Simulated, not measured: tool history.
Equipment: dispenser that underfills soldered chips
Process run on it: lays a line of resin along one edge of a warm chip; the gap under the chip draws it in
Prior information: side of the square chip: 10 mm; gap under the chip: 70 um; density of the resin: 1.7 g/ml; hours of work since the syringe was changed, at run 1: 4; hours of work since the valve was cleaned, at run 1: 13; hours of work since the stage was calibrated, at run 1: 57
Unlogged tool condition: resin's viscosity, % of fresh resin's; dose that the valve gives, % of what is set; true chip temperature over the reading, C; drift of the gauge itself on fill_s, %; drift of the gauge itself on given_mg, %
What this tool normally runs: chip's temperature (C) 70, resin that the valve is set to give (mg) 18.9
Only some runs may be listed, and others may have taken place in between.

run	hour	chip's temperature (C)	resin that the valve is set to give (mg)	hours of work since the syringe was changed	hours of work since the valve was cleaned	hours of work since the stage was calibrated	time until the resin shows at the far edge (s)	resin that the valve gave (mg)
1	0.0	70	18.9	4	13	57	72.6	18.63
# hour 3.5: new syringe of resin
2	11.5	70	18.9	5	20	64	82.4	18.59
# hour 12.3: new syringe of resin
3	16.8	70	17.2	3	23	67	69.7	16.79
# hour 20.8: new syringe of resin
4	23.5	70	17.2	2	27	71	64.5	16.74
# hour 29.7: new syringe of resin
5	34.8	70	17.2	3	34	78	73.0	16.70
# hour 38.3: new syringe of resin
6	45.1	68	18.9	4	41	85	86.1	18.21
# hour 47.3: new syringe of resin
7	54.7	68	18.9	5	46	91	90.3	18.11
# hour 55.9: new syringe of resin
# hour 58.5: dispensing valve cleaned and set on the balance
8	63.1	70	18.2	4	3	95	75.7	18.19
# hour 66.1: new syringe of resin
# hour 74.9: new syringe of resin
9	75.3	70	18.2	0	10	102	57.2	18.10
10	80.4	70	18.2	4	14	106	73.8	18.03
# hour 83.9: new syringe of resin
11	89.5	70	18.2	4	19	111	75.8	17.97
# hour 92.7: new syringe of resin
12	95.4	69	18.8	2	23	115	67.2	18.37
# hour 101.3: new syringe of resin
13	105.7	60	24.4	3	29	121	112.6	23.81
# hour 110.0: new syringe of resin
14	115.9	60	24.4	4	36	128	121.1	23.82
# hour 119.3: new syringe of resin
15	123.5	63	18.5	3	40	132	96.5	17.96
# hour 127.8: new syringe of resin
16	133.2	79	22.3	3	46	138	47.6	21.48
# hour 136.6: dispensing valve cleaned and set on the balance
# hour 138.0: new syringe of resin
17	145.6	79	22.3	5	6	145	54.7	22.26
# hour 146.9: new syringe of resin
18	152.8	64	23.6	4	10	150	98.5	23.52
# hour 155.5: new syringe of resin
19	158.3	70	22.7	2	13	153	63.9	22.48
20	163.2	62	17.4	5	16	156	125.4	17.21

Forecast each of these 3 alternatives for the next run:
# hour 164.4: new syringe of resin
# hour 173.0: new syringe of resin
A	173.5	57	17.4	0	23	163	?	?
# hour 164.4: new syringe of resin
# hour 173.0: new syringe of resin
B	173.5	62	21.9	0	23	163	?	?
# hour 164.4: new syringe of resin
# hour 173.0: new syringe of resin
C	173.5	81	20.1	0	23	163	?	?

run	time until the resin shows at the far edge (s)	resin that the valve gave (mg)
A	111.5	17.02
B	84.1	21.46
C	34.1	19.75
The same runs, with their run-to-run variation unchanged, on a tool lacking any hidden condition would have given:
run	time until the resin shows at the far edge (s)	resin that the valve gave (mg)
A	102.3	17.34
B	77.5	21.86
C	31.5	20.12
